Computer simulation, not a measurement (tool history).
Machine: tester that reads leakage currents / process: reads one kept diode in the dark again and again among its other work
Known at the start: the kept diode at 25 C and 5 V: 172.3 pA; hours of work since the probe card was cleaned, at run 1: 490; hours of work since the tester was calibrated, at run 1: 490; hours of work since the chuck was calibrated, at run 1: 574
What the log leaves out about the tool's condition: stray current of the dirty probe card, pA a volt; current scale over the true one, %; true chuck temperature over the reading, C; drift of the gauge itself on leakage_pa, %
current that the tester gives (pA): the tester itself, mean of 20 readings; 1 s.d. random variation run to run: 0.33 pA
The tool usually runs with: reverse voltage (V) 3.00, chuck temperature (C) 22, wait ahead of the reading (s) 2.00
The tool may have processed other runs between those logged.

| run | hour | reverse voltage (V) | chuck temperature (C) | wait ahead of the reading (s) | hours of work since the probe card was cleaned | hours of work since the tester was calibrated | hours of work since the chuck was calibrated | current that the tester gives (pA) |
|---|---|---|---|---|---|---|---|---|
| 1 | 0.0 | 3.00 | 22 | 2.00 | 490 | 490 | 574 | 114.92 |
| 2 | 24.7 | 3.00 | 22 | 2.00 | 504 | 504 | 588 | 114.59 |
| 3 | 50.2 | 3.00 | 22 | 2.00 | 519 | 519 | 603 | 115.03 |
| 4 | 71.4 | 3.00 | 22 | 2.00 | 532 | 532 | 616 | 115.05 |
| 5 | 88.1 | 3.00 | 22 | 2.00 | 542 | 542 | 626 | 115.59 |
| 6 | 110.8 | 3.00 | 21 | 2.00 | 555 | 555 | 639 | 106.39 |
| 7 | 128.6 | 3.00 | 22 | 2.00 | 566 | 566 | 650 | 115.87 |
| 8 | 143.3 | 3.00 | 22 | 1.64 | 575 | 575 | 659 | 115.28 |
| 9 | 165.1 | 3.00 | 22 | 2.00 | 587 | 587 | 671 | 115.69 |
| 10 | 190.2 | 3.00 | 22 | 2.00 | 602 | 602 | 686 | 115.15 |
| 11 | 213.8 | 3.00 | 22 | 2.00 | 616 | 616 | 700 | 116.12 |
| 12 | 243.6 | 3.00 | 22 | 2.00 | 634 | 634 | 718 | 116.42 |
| 13 | 258.5 | 3.00 | 22 | 2.00 | 643 | 643 | 727 | 115.47 |
| 14 | 289.1 | 3.00 | 22 | 2.00 | 661 | 661 | 745 | 116.29 |
| 15 | 321.8 | 3.00 | 34 | 2.00 | 680 | 680 | 764 | 299.00 |
| 16 | 348.5 | 3.00 | 34 | 2.00 | 696 | 696 | 780 | 299.00 |
| 17 | 366.9 | 3.00 | 22 | 2.00 | 707 | 707 | 791 | 116.88 |
| 18 | 381.7 | 3.00 | 22 | 2.00 | 716 | 716 | 800 | 116.96 |
| 19 | 395.7 | 3.00 | 22 | 2.00 | 724 | 724 | 808 | 117.17 |
| 20 | 423.4 | 3.00 | 22 | 2.00 | 740 | 740 | 824 | 117.35 |
| 21 | 447.1 | 3.00 | 22 | 2.00 | 755 | 755 | 838 | 117.45 |
| 22 | 471.7 | 3.00 | 45 | 4.78 | 769 | 769 | 853 | 671.72 |
| 23 | 498.3 | 3.00 | 45 | 4.78 | 785 | 785 | 869 | 670.56 |
| 24 | 512.5 | 18.02 | 45 | 2.85 | 793 | 793 | 877 | 1452.46 |
| 25 | 535.1 | 18.02 | 45 | 2.85 | 807 | 807 | 891 | 1460.21 |
| 26 | 569.1 | 3.00 | 28 | 2.00 | 827 | 827 | 911 | 190.12 |
| 27 | 584.5 | 1.42 | 40 | 7.70 | 836 | 836 | 920 | 340.03 |
| 28 | 602.5 | 1.42 | 40 | 7.70 | 847 | 847 | 931 | 342.87 |
| 29 | 624.3 | 1.42 | 38 | 7.70 | 860 | 860 | 943 | 294.69 |
| 30 | 651.5 | 3.00 | 38 | 2.00 | 876 | 876 | 960 | 410.60 |
| 31 | 668.6 | 1.84 | 49 | 1.90 | 886 | 886 | 970 | 727.11 |
| 32 | 686.4 | 10.32 | 48 | 5.78 | 896 | 896 | 980 | 1426.79 |
| 33 | 703.2 | 10.32 | 48 | 5.78 | 906 | 906 | 990 | 1426.32 |
| 34 | 731.2 | 10.32 | 48 | 5.78 | 923 | 923 | 1007 | 1423.50 |
| 35 | 745.5 | 10.32 | 48 | 5.78 | 931 | 931 | 1015 | 1424.32 |
| 36 | 764.1 | 10.32 | 48 | 5.78 | 942 | 942 | 1026 | 1422.01 |
| 37 | 793.7 | 10.32 | 48 | 5.78 | 960 | 960 | 1044 | 1428.37 |
| 38 | 820.0 | 2.21 | 31 | 5.78 | 975 | 975 | 1059 | 212.65 |
| 39 | 852.2 | 13.58 | 59 | 0.55 | 995 | 995 | 1078 | 3355.08 |
| 40 | 874.8 | 16.62 | 56 | 1.18 | 1008 | 1008 | 1092 | 3014.49 |
| 41 | 889.2 | 16.62 | 56 | 1.18 | 1016 | 1016 | 1100 | 3007.53 |

Subtracting, for every run, the result it would have given without the tool's unlogged condition from the measured result gives the following. The same run-to-run variation enters both numbers; the gauge's scatter may not:
| run | current that the tester gives (pA) |
|---|---|
| 1 | +6.06 |
| 2 | +6.20 |
| 3 | +6.39 |
| 4 | +6.51 |
| 5 | +6.66 |
| 6 | +6.42 |
| 7 | +6.93 |
| 8 | +6.99 |
| 9 | +7.15 |
| 10 | +7.29 |
| 11 | +7.50 |
| 12 | +7.71 |
| 13 | +7.76 |
| 14 | +8.01 |
| 15 | +17.14 |
| 16 | +17.54 |
| 17 | +8.56 |
| 18 | +8.67 |
| 19 | +8.76 |
| 20 | +8.96 |
| 21 | +9.12 |
| 22 | +38.12 |
| 23 | +38.83 |
| 24 | +92.84 |
| 25 | +94.80 |
| 26 | +14.30 |
| 27 | +21.37 |
| 28 | +21.83 |
| 29 | +19.39 |
| 30 | +28.29 |
| 31 | +44.92 |
| 32 | +94.92 |
| 33 | +95.80 |
| 34 | +97.07 |
| 35 | +97.93 |
| 36 | +98.83 |
| 37 | +100.90 |
| 38 | +17.36 |
| 39 | +221.27 |
| 40 | +208.80 |
| 41 | +209.91 |
